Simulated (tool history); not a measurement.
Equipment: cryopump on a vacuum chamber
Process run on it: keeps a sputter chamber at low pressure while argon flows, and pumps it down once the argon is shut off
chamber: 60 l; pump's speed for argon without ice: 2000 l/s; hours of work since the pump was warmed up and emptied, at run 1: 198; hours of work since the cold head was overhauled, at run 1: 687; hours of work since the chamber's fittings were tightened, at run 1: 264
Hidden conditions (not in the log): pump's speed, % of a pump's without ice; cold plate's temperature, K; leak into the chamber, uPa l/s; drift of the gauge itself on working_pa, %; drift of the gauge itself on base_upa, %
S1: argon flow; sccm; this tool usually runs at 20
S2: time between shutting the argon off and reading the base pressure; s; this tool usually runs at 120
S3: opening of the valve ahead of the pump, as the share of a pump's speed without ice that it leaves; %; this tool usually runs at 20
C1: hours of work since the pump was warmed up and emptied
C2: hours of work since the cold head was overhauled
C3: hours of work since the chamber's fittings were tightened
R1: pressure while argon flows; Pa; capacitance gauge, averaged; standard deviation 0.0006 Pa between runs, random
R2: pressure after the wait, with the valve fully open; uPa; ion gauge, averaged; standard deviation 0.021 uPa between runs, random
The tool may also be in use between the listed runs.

{"run": 1, "hour": 0.0, "S1": 20, "S2": 120, "S3": 20, "C1": 198, "C2": 687, "C3": 264, "R1": 0.0857, "R2": 0.72}
{"run": 2, "hour": 51.0, "S1": 20, "S2": 120, "S3": 19, "C1": 225, "C2": 714, "C3": 291, "R1": 0.0905, "R2": 0.79}
{"run": 3, "hour": 94.7, "S1": 11, "S2": 120, "S3": 20, "C1": 249, "C2": 738, "C3": 315, "R1": 0.0491, "R2": 0.79}
{"run": 4, "hour": 145.7, "S1": 11, "S2": 120, "S3": 20, "C1": 276, "C2": 766, "C3": 342, "R1": 0.0466, "R2": 0.85}
{"run": 5, "hour": 191.6, "S1": 20, "S2": 120, "S3": 20, "C1": 301, "C2": 790, "C3": 367, "R1": 0.0876, "R2": 0.89}
{"run": 6, "hour": 242.2, "S1": 20, "S2": 120, "S3": 20, "C1": 329, "C2": 818, "C3": 395, "R1": 0.0878, "R2": 0.98}
{"run": 7, "hour": 270.5, "S1": 10, "S2": 120, "S3": 33, "C1": 344, "C2": 833, "C3": 410, "R1": 0.0268, "R2": 0.98}
{"run": 8, "hour": 303.2, "S1": 10, "S2": 120, "S3": 33, "C1": 361, "C2": 851, "C3": 428, "R1": 0.0279, "R2": 0.99}
{"run": 9, "hour": 340.3, "S1": 10, "S2": 120, "S3": 33, "C1": 382, "C2": 871, "C3": 448, "R1": 0.0275, "R2": 1.02}
{"run": 10, "hour": 378.4, "S1": 10, "S2": 121, "S3": 31, "C1": 402, "C2": 891, "C3": 468, "R1": 0.0282, "R2": 1.1}

Consider 3 possible next runs. They are alternatives, not a sequence: every one starts from the tool as it was left by run 10. What does each give?
{"run": "A", "hour": 424.0, "S1": 9, "S2": 29, "S3": 53, "C1": 427, "C2": 916, "C3": 493, "R1": "?", "R2": "?"}
{"run": "B", "hour": 424.0, "S1": 20, "S2": 40, "S3": 20, "C1": 427, "C2": 916, "C3": 493, "R1": "?", "R2": "?"}
{"run": "C", "hour": 424.0, "S1": 26, "S2": 194, "S3": 19, "C1": 427, "C2": 916, "C3": 493, "R1": "?", "R2": "?"}

run=A R1=0.0159 R2=1.67
run=B R1=0.0892 R2=1.47
run=C R1=0.1199 R2=1.1
Without the tool's unlogged condition, the same runs would have read:
run=A R1=0.0141 R2=0.84
run=B R1=0.0851 R2=0.63
run=C R1=0.1145 R2=0.26
